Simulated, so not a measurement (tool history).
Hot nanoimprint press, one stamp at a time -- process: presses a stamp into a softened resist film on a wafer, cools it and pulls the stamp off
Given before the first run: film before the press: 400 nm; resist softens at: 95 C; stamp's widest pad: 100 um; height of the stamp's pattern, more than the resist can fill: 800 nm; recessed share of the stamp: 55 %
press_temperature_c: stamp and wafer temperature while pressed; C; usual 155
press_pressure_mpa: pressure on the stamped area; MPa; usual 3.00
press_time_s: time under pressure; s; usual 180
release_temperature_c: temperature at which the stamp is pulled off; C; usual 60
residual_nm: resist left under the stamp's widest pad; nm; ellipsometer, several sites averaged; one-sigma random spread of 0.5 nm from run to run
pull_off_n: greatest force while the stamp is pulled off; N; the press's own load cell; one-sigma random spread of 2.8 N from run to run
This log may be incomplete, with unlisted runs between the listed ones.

run 1 hour=0.0 | press_temperature_c=155 press_pressure_mpa=3.00 press_time_s=180 release_temperature_c=60 | residual_nm=170.8 pull_off_n=143
run 2 hour=29.9 | press_temperature_c=166 press_pressure_mpa=3.00 press_time_s=180 release_temperature_c=60 | residual_nm=108.2 pull_off_n=138
run 3 hour=45.4 | press_temperature_c=166 press_pressure_mpa=3.00 press_time_s=180 release_temperature_c=60 | residual_nm=108.0 pull_off_n=144
run 4 hour=65.3 | press_temperature_c=166 press_pressure_mpa=3.00 press_time_s=180 release_temperature_c=60 | residual_nm=107.4 pull_off_n=142
run 5 hour=80.9 | press_temperature_c=166 press_pressure_mpa=3.00 press_time_s=180 release_temperature_c=60 | residual_nm=108.4 pull_off_n=146
run 6 hour=102.7 | press_temperature_c=166 press_pressure_mpa=3.00 press_time_s=180 release_temperature_c=60 | residual_nm=107.9 pull_off_n=151
run 7 hour=132.5 | press_temperature_c=155 press_pressure_mpa=3.00 press_time_s=180 release_temperature_c=60 | residual_nm=170.3 pull_off_n=154
run 8 hour=154.3 | press_temperature_c=155 press_pressure_mpa=3.00 press_time_s=180 release_temperature_c=60 | residual_nm=170.7 pull_off_n=147
run 9 hour=175.5 | press_temperature_c=155 press_pressure_mpa=3.00 press_time_s=180 release_temperature_c=60 | residual_nm=170.5 pull_off_n=156
run 10 hour=193.9 | press_temperature_c=155 press_pressure_mpa=3.00 press_time_s=180 release_temperature_c=60 | residual_nm=170.8 pull_off_n=155
run 11 hour=216.5 | press_temperature_c=154 press_pressure_mpa=3.00 press_time_s=180 release_temperature_c=60 | residual_nm=177.5 pull_off_n=158
run 12 hour=235.0 | press_temperature_c=154 press_pressure_mpa=3.00 press_time_s=290 release_temperature_c=60 | residual_nm=145.8 pull_off_n=157
run 13 hour=259.8 | press_temperature_c=155 press_pressure_mpa=3.00 press_time_s=180 release_temperature_c=57 | residual_nm=170.4 pull_off_n=157
run 14 hour=276.6 | press_temperature_c=155 press_pressure_mpa=3.00 press_time_s=180 release_temperature_c=57 | residual_nm=169.8 pull_off_n=156
run 15 hour=303.0 | press_temperature_c=155 press_pressure_mpa=3.00 press_time_s=180 release_temperature_c=57 | residual_nm=170.2 pull_off_n=169
run 16 hour=331.2 | press_temperature_c=155 press_pressure_mpa=2.04 press_time_s=180 release_temperature_c=60 | residual_nm=200.7 pull_off_n=153
run 17 hour=349.2 | press_temperature_c=155 press_pressure_mpa=4.51 press_time_s=180 release_temperature_c=54 | residual_nm=142.0 pull_off_n=163
-- hour=354.2 plate thermocouple calibrated
-- hour=372.8 stamp cleaned and given a new release coat
run 18 hour=380.3 | press_temperature_c=155 press_pressure_mpa=4.49 press_time_s=128 release_temperature_c=58 | residual_nm=161.1 pull_off_n=133
run 19 hour=406.0 | press_temperature_c=155 press_pressure_mpa=2.81 press_time_s=180 release_temperature_c=60 | residual_nm=173.4 pull_off_n=132
run 20 hour=423.0 | press_temperature_c=155 press_pressure_mpa=2.81 press_time_s=180 release_temperature_c=60 | residual_nm=172.0 pull_off_n=132
-- hour=438.6 plate thermocouple calibrated, once more
run 21 hour=443.2 | press_temperature_c=151 press_pressure_mpa=2.70 press_time_s=183 release_temperature_c=60 | residual_nm=214.8 pull_off_n=134
run 22 hour=467.2 | press_temperature_c=146 press_pressure_mpa=3.79 press_time_s=166 release_temperature_c=66 | residual_nm=239.0 pull_off_n=131
run 23 hour=480.6 | press_temperature_c=159 press_pressure_mpa=3.79 press_time_s=239 release_temperature_c=66 | residual_nm=116.9 pull_off_n=129
run 24 hour=500.5 | press_temperature_c=151 press_pressure_mpa=3.79 press_time_s=353 release_temperature_c=66 | residual_nm=143.4 pull_off_n=132
run 25 hour=527.6 | press_temperature_c=151 press_pressure_mpa=3.79 press_time_s=353 release_temperature_c=66 | residual_nm=143.6 pull_off_n=129
run 26 hour=545.8 | press_temperature_c=156 press_pressure_mpa=1.83 press_time_s=228 release_temperature_c=62 | residual_nm=187.5 pull_off_n=133
run 27 hour=565.4 | press_temperature_c=166 press_pressure_mpa=4.45 press_time_s=210 release_temperature_c=60 | residual_nm=84.4 pull_off_n=142
run 28 hour=585.7 | press_temperature_c=166 press_pressure_mpa=4.45 press_time_s=210 release_temperature_c=60 | residual_nm=84.7 pull_off_n=149
run 29 hour=598.4 | press_temperature_c=166 press_pressure_mpa=4.45 press_time_s=210 release_temperature_c=60 | residual_nm=84.4 pull_off_n=143

Consider 4 possible next runs. They are alternatives, not a sequence: every one starts from the tool as it was left by run 29. What does each give?
run A hour=614.3 | press_temperature_c=165 press_pressure_mpa=2.78 press_time_s=210 release_temperature_c=60 | residual_nm=? pull_off_n=?
run B hour=614.3 | press_temperature_c=166 press_pressure_mpa=4.45 press_time_s=112 release_temperature_c=60 | residual_nm=? pull_off_n=?
run C hour=614.3 | press_temperature_c=166 press_pressure_mpa=2.28 press_time_s=111 release_temperature_c=60 | residual_nm=? pull_off_n=?
run D hour=614.3 | press_temperature_c=155 press_pressure_mpa=3.00 press_time_s=249 release_temperature_c=60 | residual_nm=? pull_off_n=?

run=A residual_nm=111.4 pull_off_n=141
run=B residual_nm=112.1 pull_off_n=143
run=C residual_nm=153.9 pull_off_n=141
run=D residual_nm=154.0 pull_off_n=141
Take away the tool's hidden state, keep each run's random variation, and the runs would have read:
run=A residual_nm=110.2 pull_off_n=131
run=B residual_nm=110.2 pull_off_n=133
run=C residual_nm=152.6 pull_off_n=130
run=D residual_nm=152.3 pull_off_n=131
